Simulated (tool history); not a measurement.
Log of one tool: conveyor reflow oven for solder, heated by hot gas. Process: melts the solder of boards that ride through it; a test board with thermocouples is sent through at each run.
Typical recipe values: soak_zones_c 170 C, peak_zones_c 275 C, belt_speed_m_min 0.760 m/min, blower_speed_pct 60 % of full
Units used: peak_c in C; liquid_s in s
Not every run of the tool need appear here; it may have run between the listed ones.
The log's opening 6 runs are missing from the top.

run 7 hour=58.2 | soak_zones_c=170 peak_zones_c=275 belt_speed_m_min=0.760 blower_speed_pct=60 | peak_c=261.5 liquid_s=51.59
run 8 hour=69.0 | soak_zones_c=170 peak_zones_c=275 belt_speed_m_min=0.760 blower_speed_pct=60 | peak_c=261.4 liquid_s=51.63
run 9 hour=77.0 | soak_zones_c=170 peak_zones_c=275 belt_speed_m_min=0.760 blower_speed_pct=60 | peak_c=261.4 liquid_s=51.75
run 10 hour=84.2 | soak_zones_c=170 peak_zones_c=275 belt_speed_m_min=0.760 blower_speed_pct=60 | peak_c=261.5 liquid_s=51.75
run 11 hour=97.2 | soak_zones_c=170 peak_zones_c=275 belt_speed_m_min=0.760 blower_speed_pct=66 | peak_c=263.0 liquid_s=52.42
run 12 hour=107.1 | soak_zones_c=170 peak_zones_c=275 belt_speed_m_min=0.760 blower_speed_pct=66 | peak_c=262.6 liquid_s=52.68
run 13 hour=117.6 | soak_zones_c=170 peak_zones_c=275 belt_speed_m_min=0.760 blower_speed_pct=66 | peak_c=262.8 liquid_s=52.52
run 14 hour=130.2 | soak_zones_c=170 peak_zones_c=275 belt_speed_m_min=0.760 blower_speed_pct=66 | peak_c=263.2 liquid_s=52.73
run 15 hour=140.1 | soak_zones_c=170 peak_zones_c=275 belt_speed_m_min=0.760 blower_speed_pct=60 | peak_c=261.2 liquid_s=51.67
run 16 hour=147.4 | soak_zones_c=170 peak_zones_c=275 belt_speed_m_min=0.760 blower_speed_pct=60 | peak_c=261.2 liquid_s=51.84
-- hour=153.2 flux residue cleaned out of gas plates and filters
run 17 hour=165.1 | soak_zones_c=170 peak_zones_c=281 belt_speed_m_min=0.760 blower_speed_pct=60 | peak_c=266.9 liquid_s=54.11
run 18 hour=175.0 | soak_zones_c=170 peak_zones_c=289 belt_speed_m_min=0.726 blower_speed_pct=60 | peak_c=276.5 liquid_s=60.15
run 19 hour=183.0 | soak_zones_c=170 peak_zones_c=275 belt_speed_m_min=0.849 blower_speed_pct=83 | peak_c=264.1 liquid_s=47.52
run 20 hour=193.7 | soak_zones_c=165 peak_zones_c=279 belt_speed_m_min=0.720 blower_speed_pct=78 | peak_c=270.2 liquid_s=57.81
run 21 hour=201.3 | soak_zones_c=165 peak_zones_c=279 belt_speed_m_min=0.720 blower_speed_pct=78 | peak_c=270.4 liquid_s=57.83
run 22 hour=209.8 | soak_zones_c=165 peak_zones_c=279 belt_speed_m_min=0.720 blower_speed_pct=78 | peak_c=270.2 liquid_s=57.96
run 23 hour=221.9 | soak_zones_c=168 peak_zones_c=279 belt_speed_m_min=0.855 blower_speed_pct=72 | peak_c=264.6 liquid_s=46.71
run 24 hour=231.7 | soak_zones_c=171 peak_zones_c=289 belt_speed_m_min=0.760 blower_speed_pct=60 | peak_c=274.7 liquid_s=57.33
run 25 hour=240.6 | soak_zones_c=183 peak_zones_c=278 belt_speed_m_min=0.765 blower_speed_pct=76 | peak_c=269.2 liquid_s=58.14
run 26 hour=250.3 | soak_zones_c=183 peak_zones_c=278 belt_speed_m_min=0.765 blower_speed_pct=76 | peak_c=269.1 liquid_s=58.21
run 27 hour=258.9 | soak_zones_c=170 peak_zones_c=276 belt_speed_m_min=0.760 blower_speed_pct=60 | peak_c=262.3 liquid_s=52.10
run 28 hour=267.1 | soak_zones_c=170 peak_zones_c=275 belt_speed_m_min=0.838 blower_speed_pct=58 | peak_c=257.8 liquid_s=44.64
run 29 hour=275.7 | soak_zones_c=183 peak_zones_c=275 belt_speed_m_min=0.667 blower_speed_pct=85 | peak_c=269.7 liquid_s=67.56
run 30 hour=283.5 | soak_zones_c=170 peak_zones_c=288 belt_speed_m_min=0.760 blower_speed_pct=60 | peak_c=273.6 liquid_s=56.65

Branching from run 30: 5 alternative next runs. What would each branch give?
run A hour=295.7 | soak_zones_c=170 peak_zones_c=286 belt_speed_m_min=0.760 blower_speed_pct=60 | peak_c=? liquid_s=?
run B hour=295.7 | soak_zones_c=162 peak_zones_c=275 belt_speed_m_min=0.760 blower_speed_pct=60 | peak_c=? liquid_s=?
run C hour=295.7 | soak_zones_c=163 peak_zones_c=277 belt_speed_m_min=0.760 blower_speed_pct=60 | peak_c=? liquid_s=?
run D hour=295.7 | soak_zones_c=170 peak_zones_c=274 belt_speed_m_min=0.736 blower_speed_pct=60 | peak_c=? liquid_s=?
run E hour=295.7 | soak_zones_c=170 peak_zones_c=278 belt_speed_m_min=0.760 blower_speed_pct=57 | peak_c=? liquid_s=?

run=A peak_c=272.3 liquid_s=56.02
run=B peak_c=260.3 liquid_s=49.12
run=C peak_c=262.1 liquid_s=50.42
run=D peak_c=261.7 liquid_s=53.68
run=E peak_c=263.5 liquid_s=52.47
The same runs, with their run-to-run variation unchanged, on a tool lacking any hidden condition would have given:
run=A peak_c=272.3 liquid_s=56.00
run=B peak_c=260.2 liquid_s=49.11
run=C peak_c=262.1 liquid_s=50.40
run=D peak_c=261.7 liquid_s=53.67
run=E peak_c=263.4 liquid_s=52.45

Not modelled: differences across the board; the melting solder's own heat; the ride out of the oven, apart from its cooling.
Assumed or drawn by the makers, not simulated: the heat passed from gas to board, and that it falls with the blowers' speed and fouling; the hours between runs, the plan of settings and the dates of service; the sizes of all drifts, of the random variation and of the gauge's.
